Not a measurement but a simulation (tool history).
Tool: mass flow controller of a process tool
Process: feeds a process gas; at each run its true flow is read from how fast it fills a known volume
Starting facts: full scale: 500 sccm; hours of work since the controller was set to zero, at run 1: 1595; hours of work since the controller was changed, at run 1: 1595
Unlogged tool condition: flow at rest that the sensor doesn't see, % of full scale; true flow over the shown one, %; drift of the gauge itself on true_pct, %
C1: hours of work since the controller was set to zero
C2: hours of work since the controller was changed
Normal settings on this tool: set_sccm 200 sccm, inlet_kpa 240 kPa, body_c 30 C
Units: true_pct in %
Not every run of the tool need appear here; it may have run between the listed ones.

Run 1, day 0.000: usual settings; C1 1595; C2 1595. Result: true_pct 99.67 %.
Run 2, day 2.983: usual settings; C1 1627; C2 1627. Result: true_pct 99.43 %.
Run 3, day 6.562: usual settings; C1 1665; C2 1665. Result: true_pct 99.57 %.
Run 4, day 9.683: usual settings; C1 1699; C2 1699. Result: true_pct 99.57 %.
Run 5, day 12.233: usual settings; C1 1726; C2 1726. Result: true_pct 99.58 %.
Run 6, day 14.529: usual settings but set_sccm 104 sccm; C1 1751; C2 1751. Result: true_pct 99.73 %.
Run 7, day 16.500: usual settings but set_sccm 104 sccm; C1 1772; C2 1772. Result: true_pct 99.75 %.
Run 8, day 20.442: usual settings but set_sccm 104 sccm; C1 1814; C2 1814. Result: true_pct 99.76 %.
Run 9, day 24.079: usual settings; C1 1853; C2 1853. Result: true_pct 99.64 %.
Run 10, day 25.733: usual settings; C1 1871; C2 1871. Result: true_pct 99.62 %.
Run 11, day 28.138: usual settings but set_sccm 152 sccm; C1 1897; C2 1897. Result: true_pct 99.67 %.
Run 12, day 31.496: usual settings but body_c 31 C; C1 1933; C2 1933. Result: true_pct 99.58 %.
Run 13, day 35.258: usual settings but inlet_kpa 271 kPa, body_c 31 C; C1 1973; C2 1973. Result: true_pct 99.47 %.
Run 14, day 37.638: usual settings but inlet_kpa 271 kPa, body_c 31 C; C1 1999; C2 1999. Result: true_pct 99.42 %.
At day 37.867: controller's zero set anew.
Run 15, day 41.308: usual settings but inlet_kpa 271 kPa, body_c 31 C; C1 37; C2 2038. Result: true_pct 99.78 %.
Run 16, day 45.358: usual settings but inlet_kpa 225 kPa; C1 80; C2 2081. Result: true_pct 100.00 %.
Run 17, day 47.367: usual settings; C1 102; C2 2103. Result: true_pct 99.95 %.
Run 18, day 50.846: usual settings but set_sccm 294 sccm; C1 139; C2 2140. Result: true_pct 100.18 %.
Run 19, day 53.296: usual settings but set_sccm 211 sccm, inlet_kpa 277 kPa, body_c 36 C; C1 165; C2 2166. Result: true_pct 99.60 %.
Run 20, day 55.175: usual settings but set_sccm 211 sccm, inlet_kpa 277 kPa, body_c 26 C; C1 186; C2 2187. Result: true_pct 99.89 %.
Run 21, day 57.133: usual settings but set_sccm 192 sccm, inlet_kpa 258 kPa, body_c 26 C; C1 207; C2 2208. Result: true_pct 100.02 %.
At day 58.271: controller's zero set anew, once more.
Run 22, day 59.717: usual settings but set_sccm 266 sccm; C1 16; C2 2235. Result: true_pct 99.60 %.
Run 23, day 61.662: usual settings but set_sccm 169 sccm, inlet_kpa 158 kPa, body_c 34 C; C1 36; C2 2256. Result: true_pct 99.57 %.
Run 24, day 65.538: usual settings but set_sccm 474 sccm, inlet_kpa 158 kPa, body_c 39 C; C1 78; C2 2298. Result: true_pct 100.38 %.
Run 25, day 68.171: usual settings but set_sccm 196 sccm, inlet_kpa 158 kPa, body_c 22 C; C1 106; C2 2326. Result: true_pct 100.10 %.
Run 26, day 70.296: usual settings but set_sccm 144 sccm, inlet_kpa 189 kPa, body_c 22 C; C1 129; C2 2349. Result: true_pct 99.79 %.
Run 27, day 73.842: usual settings but set_sccm 144 sccm, inlet_kpa 189 kPa, body_c 22 C; C1 167; C2 2387. Result: true_pct 99.74 %.
Run 28, day 76.579: usual settings but set_sccm 162 sccm, inlet_kpa 195 kPa, body_c 37 C; C1 196; C2 2416. Result: true_pct 99.42 %.
Run 29, day 79.792: usual settings but set_sccm 162 sccm, inlet_kpa 195 kPa, body_c 37 C; C1 231; C2 2450. Result: true_pct 99.38 %.
Run 30, day 83.038: usual settings but set_sccm 68 sccm, inlet_kpa 254 kPa, body_c 21 C; C1 266; C2 2485. Result: true_pct 99.38 %.
Run 31, day 85.775: usual settings but set_sccm 68 sccm, inlet_kpa 254 kPa, body_c 21 C; C1 295; C2 2515. Result: true_pct 99.39 %.
Run 32, day 89.529: usual settings but set_sccm 91 sccm; C1 335; C2 2555. Result: true_pct 99.30 %.
Run 33, day 91.717: usual settings but set_sccm 139 sccm, inlet_kpa 175 kPa, body_c 23 C; C1 359; C2 2578. Result: true_pct 99.89 %.
Run 34, day 93.854: usual settings but set_sccm 139 sccm, inlet_kpa 175 kPa, body_c 23 C; C1 382; C2 2601. Result: true_pct 99.94 %.
Run 35, day 95.829: usual settings but set_sccm 108 sccm, inlet_kpa 249 kPa, body_c 29 C; C1 403; C2 2622. Result: true_pct 99.38 %.

Difference, measured minus no-hidden-state, one row per run. Run-to-run variation is common to both terms; the gauge's own scatter need not be:
run  true_pct
  1     +0.87
  2     +0.89
  3     +0.91
  4     +0.92
  5     +0.93
  6     +1.33
  7     +1.34
  8     +1.38
  9     +0.99
 10     +1.00
 11     +1.16
 12     +1.02
 13     +1.05
 14     +1.06
 15     +1.20
 16     +1.23
 17     +1.23
 18     +1.04
 19     +1.22
 20     +1.24
 21     +1.31
 22     +0.66
 23     +0.68
 24     +0.67
 25     +0.71
 26     +0.74
 27     +0.76
 28     +0.77
 29     +0.78
 30     +0.94
 31     +0.96
 32     +0.93
 33     +0.87
 34     +0.88
 35     +0.94
